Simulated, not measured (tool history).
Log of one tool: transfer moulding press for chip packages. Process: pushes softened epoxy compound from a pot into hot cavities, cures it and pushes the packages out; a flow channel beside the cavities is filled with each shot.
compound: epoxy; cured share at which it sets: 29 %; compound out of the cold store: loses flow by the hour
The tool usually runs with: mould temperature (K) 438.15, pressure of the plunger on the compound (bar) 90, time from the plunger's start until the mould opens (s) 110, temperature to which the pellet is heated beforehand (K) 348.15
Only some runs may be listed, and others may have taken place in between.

| run | hour | mould temperature (K) | pressure of the plunger on the compound (bar) | time from the plunger's start until the mould opens (s) | temperature to which the pellet is heated beforehand (K) | incoming compound's hours out of the cold store | length that the compound runs in the flow channel (mm) | greatest force on the pins that push the packages out (N) |
|---|---|---|---|---|---|---|---|---|
| 1 | 0 | 438.15 | 90 | 110 | 348.15 | 22.5 | 799 | 480 |
| 2 | 28.2 | 438.15 | 90 | 110 | 348.15 | 8.4 | 839 | 500 |
| 3 | 65.7 | 438.15 | 90 | 110 | 348.15 | 21.2 | 809 | 396 |
| 4 | 84.3 | 438.15 | 90 | 110 | 344.15 | 33.4 | 768 | 424 |
| 5 | 127.3 | 438.15 | 90 | 110 | 344.15 | 43.3 | 729 | 455 |
| 6 | 149.8 | 438.15 | 90 | 110 | 344.15 | 13.8 | 824 | 490 |
| 7 | 184.6 | 438.15 | 90 | 110 | 348.15 | 33.5 | 755 | 372 |
| 8 | 211.7 | 438.15 | 90 | 110 | 348.15 | 38.5 | 738 | 406 |
| 9 | 240.2 | 438.15 | 90 | 110 | 348.15 | 15.2 | 794 | 453 |
| 10 | 282.8 | 438.15 | 90 | 110 | 348.15 | 13.3 | 836 | 491 |
| 11 | 325.2 | 438.15 | 90 | 110 | 348.15 | 16.9 | 830 | 358 |
| 12 | 358.5 | 438.15 | 90 | 110 | 348.15 | 38.4 | 767 | 406 |
| 13 | 389.7 | 438.15 | 90 | 110 | 348.15 | 40.5 | 747 | 419 |
| 14 | 429.3 | 438.15 | 90 | 110 | 348.15 | 19.1 | 809 | 482 |
| 15 | 468.6 | 438.15 | 90 | 110 | 348.15 | 15.4 | 808 | 355 |
| 16 | 492.4 | 433.15 | 83.4 | 112 | 344.15 | 13.4 | 821 | 505 |
| 17 | 524.3 | 438.15 | 90 | 121 | 348.15 | 11 | 817 | 411 |
| 18 | 554 | 438.15 | 90 | 121 | 348.15 | 10.1 | 833 | 437 |
| 19 | 583.3 | 443.15 | 90 | 110 | 348.15 | 37.6 | 730 | 439 |
| 20 | 608.3 | 443.15 | 90 | 110 | 348.15 | 44.6 | 698 | 334 |
| 21 | 631.3 | 443.15 | 74.5 | 130 | 342.15 | 18.5 | 703 | 359 |
| 22 | 663.5 | 438.15 | 100.6 | 129 | 351.15 | 18.4 | 882 | 394 |
| 23 | 697.5 | 438.15 | 100.6 | 129 | 351.15 | 29.2 | 837 | 424 |
| 24 | 724 | 438.15 | 100.6 | 95 | 351.15 | 45.7 | 778 | 577 |
| 25 | 748.2 | 438.15 | 100.6 | 95 | 351.15 | 27.1 | 828 | 435 |
| 26 | 783.2 | 442.15 | 90 | 120 | 351.15 | 46 | 717 | 352 |
| 27 | 823 | 431.15 | 90 | 120 | 352.15 | 15.5 | 842 | 576 |
| 28 | 848.2 | 431.15 | 90 | 120 | 352.15 | 43.9 | 761 | 574 |
| 29 | 883.1 | 446.15 | 85.1 | 120 | 351.15 | 15 | 757 | 295 |

Removed from this log: 10 entries logged between the listed runs. Between which two listed runs does each belong, and how does the tool's hidden state at the listed run before it compare with that at the listed run after it?
In the gap between runs 2 and 3: cavities cleaned with cleaning compound and waxed (hour 33.6)
  true mould temperature over the reading, C: -0.87 -> -0.88; pressure that reaches the compound, % of what is set: 97.08 -> 96.2; grip of the stained cavities, % over clean ones': 45 -> 18.4
  the result without the hidden state subtracted from the measured one, length that the compound runs in the flow channel (mm): -9 -> -11; greatest force on the pins that push the packages out (N): +165 -> +72
In the gap between runs 6 and 7: cavities cleaned with cleaning compound and waxed (hour 173.9)
  true mould temperature over the reading, C: -0.91 -> -0.93; pressure that reaches the compound, % of what is set: 94.22 -> 93.42; grip of the stained cavities, % over clean ones': 42 -> 9.4
  the result without the hidden state subtracted from the measured one, length that the compound runs in the flow channel (mm): -21 -> -22; greatest force on the pins that push the packages out (N): +157 -> +42
In the gap between runs 9 and 10: plunger's sealing rings changed (hour 269.5)
  true mould temperature over the reading, C: -0.95 -> -0.96; pressure that reaches the compound, % of what is set: 92.15 -> 99.62; grip of the stained cavities, % over clean ones': 30.5 -> 40.9
  the result without the hidden state subtracted from the measured one, length that the compound runs in the flow channel (mm): -29 -> +3; greatest force on the pins that push the packages out (N): +118 -> +156
In the gap between runs 10 and 11: cavities cleaned with cleaning compound and waxed (hour 315.8)
  true mould temperature over the reading, C: -0.96 -> -0.98; pressure that reaches the compound, % of what is set: 99.62 -> 98.75; grip of the stained cavities, % over clean ones': 40.9 -> 5.8
  the result without the hidden state subtracted from the measured one, length that the compound runs in the flow channel (mm): +3 -> +0; greatest force on the pins that push the packages out (N): +156 -> +31
In the gap between runs 12 and 13: mould's thermocouples calibrated (hour 389.7)
  true mould temperature over the reading, C: -0.99 -> -0.25; pressure that reaches the compound, % of what is set: 98.02 -> 97.36; grip of the stained cavities, % over clean ones': 20.6 -> 31
  the result without the hidden state subtracted from the measured one, length that the compound runs in the flow channel (mm): -4 -> -9; greatest force on the pins that push the packages out (N): +79 -> +102
In the gap between runs 14 and 15: cavities cleaned with cleaning compound and waxed (hour 456.9)
  true mould temperature over the reading, C: -0.26 -> -0.27; pressure that reaches the compound, % of what is set: 96.52 -> 95.67; grip of the stained cavities, % over clean ones': 40.7 -> 9
  the result without the hidden state subtracted from the measured one, length that the compound runs in the flow channel (mm): -13 -> -17; greatest force on the pins that push the packages out (N): +142 -> +33
In the gap between runs 19 and 20: cavities cleaned with cleaning compound and waxed (hour 596.2)
  true mould temperature over the reading, C: -0.32 -> -0.33; pressure that reaches the compound, % of what is set: 93.15 -> 92.59; grip of the stained cavities, % over clean ones': 44.8 -> 8.5
  the result without the hidden state subtracted from the measured one, length that the compound runs in the flow channel (mm): -25 -> -27; greatest force on the pins that push the packages out (N): +136 -> +27
In the gap between runs 21 and 22: plunger's sealing rings changed (hour 649.2)
  true mould temperature over the reading, C: -0.34 -> -0.35; pressure that reaches the compound, % of what is set: 92.06 -> 98.96; grip of the stained cavities, % over clean ones': 18.6 -> 29.7
  the result without the hidden state subtracted from the measured one, length that the compound runs in the flow channel (mm): -29 -> -3; greatest force on the pins that push the packages out (N): +56 -> +92
In the gap between runs 24 and 25: cavities cleaned with cleaning compound and waxed (hour 739.2)
  true mould temperature over the reading, C: -0.37 -> -0.38; pressure that reaches the compound, % of what is set: 97.54 -> 97.05; grip of the stained cavities, % over clean ones': 44.4 -> 5.8
  the result without the hidden state subtracted from the measured one, length that the compound runs in the flow channel (mm): -8 -> -11; greatest force on the pins that push the packages out (N): +186 -> +33
In the gap between runs 28 and 29: cavities cleaned with cleaning compound and waxed (hour 878.6)
  true mould temperature over the reading, C: -0.42 -> -0.44; pressure that reaches the compound, % of what is set: 94.85 -> 94.13; grip of the stained cavities, % over clean ones': 40.2 -> 2.7
  the result without the hidden state subtracted from the measured one, length that the compound runs in the flow channel (mm): -18 -> -22; greatest force on the pins that push the packages out (N): +176 -> +8
